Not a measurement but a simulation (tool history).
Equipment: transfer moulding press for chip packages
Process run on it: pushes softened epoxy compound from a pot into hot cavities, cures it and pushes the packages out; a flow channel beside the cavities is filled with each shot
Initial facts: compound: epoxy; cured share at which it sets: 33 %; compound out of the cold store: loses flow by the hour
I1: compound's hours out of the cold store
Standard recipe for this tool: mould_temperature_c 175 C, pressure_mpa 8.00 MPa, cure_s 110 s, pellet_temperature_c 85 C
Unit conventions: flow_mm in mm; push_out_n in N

{"run": 1, "hour": 0.0, "mould_temperature_c": 175, "pressure_mpa": 8.0, "cure_s": 110, "pellet_temperature_c": 85, "I1": 11.0, "flow_mm": 840, "push_out_n": 248}
{"run": 2, "hour": 26.0, "mould_temperature_c": 175, "pressure_mpa": 8.0, "cure_s": 110, "pellet_temperature_c": 85, "I1": 23.9, "flow_mm": 807, "push_out_n": 236}
{"run": 3, "hour": 63.9, "mould_temperature_c": 175, "pressure_mpa": 8.0, "cure_s": 110, "pellet_temperature_c": 85, "I1": 20.9, "flow_mm": 816, "push_out_n": 246}
{"hour": 74.6, "done": "cavities cleaned with cleaning compound and waxed"}
{"run": 4, "hour": 96.6, "mould_temperature_c": 175, "pressure_mpa": 8.0, "cure_s": 110, "pellet_temperature_c": 85, "I1": 43.0, "flow_mm": 760, "push_out_n": 246}
{"run": 5, "hour": 119.2, "mould_temperature_c": 175, "pressure_mpa": 8.0, "cure_s": 110, "pellet_temperature_c": 85, "I1": 11.4, "flow_mm": 840, "push_out_n": 244}
{"run": 6, "hour": 143.8, "mould_temperature_c": 175, "pressure_mpa": 8.0, "cure_s": 110, "pellet_temperature_c": 85, "I1": 45.6, "flow_mm": 754, "push_out_n": 230}
{"run": 7, "hour": 178.2, "mould_temperature_c": 175, "pressure_mpa": 8.0, "cure_s": 110, "pellet_temperature_c": 85, "I1": 9.4, "flow_mm": 843, "push_out_n": 240}
{"hour": 201.5, "done": "cavities cleaned with cleaning compound and waxed"}
{"run": 8, "hour": 207.0, "mould_temperature_c": 175, "pressure_mpa": 8.0, "cure_s": 110, "pellet_temperature_c": 85, "I1": 18.3, "flow_mm": 824, "push_out_n": 234}
{"run": 9, "hour": 243.8, "mould_temperature_c": 175, "pressure_mpa": 8.0, "cure_s": 93, "pellet_temperature_c": 85, "I1": 8.2, "flow_mm": 849, "push_out_n": 311}
{"run": 10, "hour": 266.6, "mould_temperature_c": 175, "pressure_mpa": 8.0, "cure_s": 110, "pellet_temperature_c": 82, "I1": 43.6, "flow_mm": 763, "push_out_n": 242}
{"run": 11, "hour": 290.2, "mould_temperature_c": 175, "pressure_mpa": 8.0, "cure_s": 110, "pellet_temperature_c": 82, "I1": 24.7, "flow_mm": 805, "push_out_n": 243}
{"run": 12, "hour": 321.2, "mould_temperature_c": 175, "pressure_mpa": 8.0, "cure_s": 110, "pellet_temperature_c": 85, "I1": 8.2, "flow_mm": 847, "push_out_n": 255}
{"hour": 327.7, "done": "cavities cleaned with cleaning compound and waxed"}
{"run": 13, "hour": 346.0, "mould_temperature_c": 175, "pressure_mpa": 8.0, "cure_s": 119, "pellet_temperature_c": 85, "I1": 45.9, "flow_mm": 755, "push_out_n": 224}
{"run": 14, "hour": 369.1, "mould_temperature_c": 175, "pressure_mpa": 8.0, "cure_s": 110, "pellet_temperature_c": 85, "I1": 31.5, "flow_mm": 787, "push_out_n": 238}
{"run": 15, "hour": 407.3, "mould_temperature_c": 175, "pressure_mpa": 8.0, "cure_s": 110, "pellet_temperature_c": 85, "I1": 42.1, "flow_mm": 765, "push_out_n": 232}
{"run": 16, "hour": 446.1, "mould_temperature_c": 175, "pressure_mpa": 8.0, "cure_s": 110, "pellet_temperature_c": 85, "I1": 22.8, "flow_mm": 811, "push_out_n": 249}
{"hour": 452.7, "done": "cavities cleaned with cleaning compound and waxed"}
{"run": 17, "hour": 477.8, "mould_temperature_c": 182, "pressure_mpa": 7.98, "cure_s": 121, "pellet_temperature_c": 76, "I1": 12.5, "flow_mm": 806, "push_out_n": 213}
{"run": 18, "hour": 499.3, "mould_temperature_c": 183, "pressure_mpa": 7.74, "cure_s": 98, "pellet_temperature_c": 78, "I1": 29.3, "flow_mm": 756, "push_out_n": 218}
{"hour": 512.0, "done": "mould's thermocouples calibrated"}
{"run": 19, "hour": 529.3, "mould_temperature_c": 173, "pressure_mpa": 8.06, "cure_s": 110, "pellet_temperature_c": 85, "I1": 11.3, "flow_mm": 851, "push_out_n": 265}
{"run": 20, "hour": 551.3, "mould_temperature_c": 175, "pressure_mpa": 8.0, "cure_s": 142, "pellet_temperature_c": 79, "I1": 35.5, "flow_mm": 780, "push_out_n": 216}
{"run": 21, "hour": 569.1, "mould_temperature_c": 175, "pressure_mpa": 8.51, "cure_s": 98, "pellet_temperature_c": 92, "I1": 45.5, "flow_mm": 779, "push_out_n": 265}
{"hour": 580.6, "done": "cavities cleaned with cleaning compound and waxed"}
{"run": 22, "hour": 606.5, "mould_temperature_c": 169, "pressure_mpa": 9.75, "cure_s": 110, "pellet_temperature_c": 85, "I1": 44.8, "flow_mm": 863, "push_out_n": 331}
{"run": 23, "hour": 638.9, "mould_temperature_c": 169, "pressure_mpa": 9.75, "cure_s": 110, "pellet_temperature_c": 85, "I1": 38.8, "flow_mm": 884, "push_out_n": 330}
{"run": 24, "hour": 672.7, "mould_temperature_c": 169, "pressure_mpa": 8.0, "cure_s": 110, "pellet_temperature_c": 92, "I1": 43.6, "flow_mm": 783, "push_out_n": 341}
{"run": 25, "hour": 699.0, "mould_temperature_c": 168, "pressure_mpa": 9.27, "cure_s": 110, "pellet_temperature_c": 85, "I1": 26.7, "flow_mm": 893, "push_out_n": 384}
{"hour": 705.3, "done": "cavities cleaned with cleaning compound and waxed"}
{"run": 26, "hour": 737.3, "mould_temperature_c": 183, "pressure_mpa": 9.27, "cure_s": 119, "pellet_temperature_c": 85, "I1": 25.4, "flow_mm": 828, "push_out_n": 216}
{"run": 27, "hour": 759.0, "mould_temperature_c": 183, "pressure_mpa": 9.27, "cure_s": 119, "pellet_temperature_c": 85, "I1": 39.9, "flow_mm": 801, "push_out_n": 217}

5 options for the next run, each taken on its own from the tool as it stands now. Forecast them:
{"run": "A", "hour": 783.3, "mould_temperature_c": 171, "pressure_mpa": 7.94, "cure_s": 119, "pellet_temperature_c": 91, "I1": 43.5, "flow_mm": "?", "push_out_n": "?"}
{"run": "B", "hour": 783.3, "mould_temperature_c": 174, "pressure_mpa": 8.0, "cure_s": 110, "pellet_temperature_c": 78, "I1": 13.3, "flow_mm": "?", "push_out_n": "?"}
{"run": "C", "hour": 783.3, "mould_temperature_c": 175, "pressure_mpa": 8.0, "cure_s": 110, "pellet_temperature_c": 81, "I1": 30.0, "flow_mm": "?", "push_out_n": "?"}
{"run": "D", "hour": 783.3, "mould_temperature_c": 175, "pressure_mpa": 9.34, "cure_s": 110, "pellet_temperature_c": 85, "I1": 34.5, "flow_mm": "?", "push_out_n": "?"}
{"run": "E", "hour": 783.3, "mould_temperature_c": 183, "pressure_mpa": 6.93, "cure_s": 111, "pellet_temperature_c": 85, "I1": 37.9, "flow_mm": "?", "push_out_n": "?"}

run=A flow_mm=778 push_out_n=263
run=B flow_mm=838 push_out_n=251
run=C flow_mm=793 push_out_n=247
run=D flow_mm=844 push_out_n=247
run=E flow_mm=693 push_out_n=224
The same runs, with their run-to-run variation unchanged, on a tool lacking any hidden condition would have given:
run=A flow_mm=778 push_out_n=260
run=B flow_mm=838 push_out_n=248
run=C flow_mm=794 push_out_n=245
run=D flow_mm=844 push_out_n=245
run=E flow_mm=694 push_out_n=222
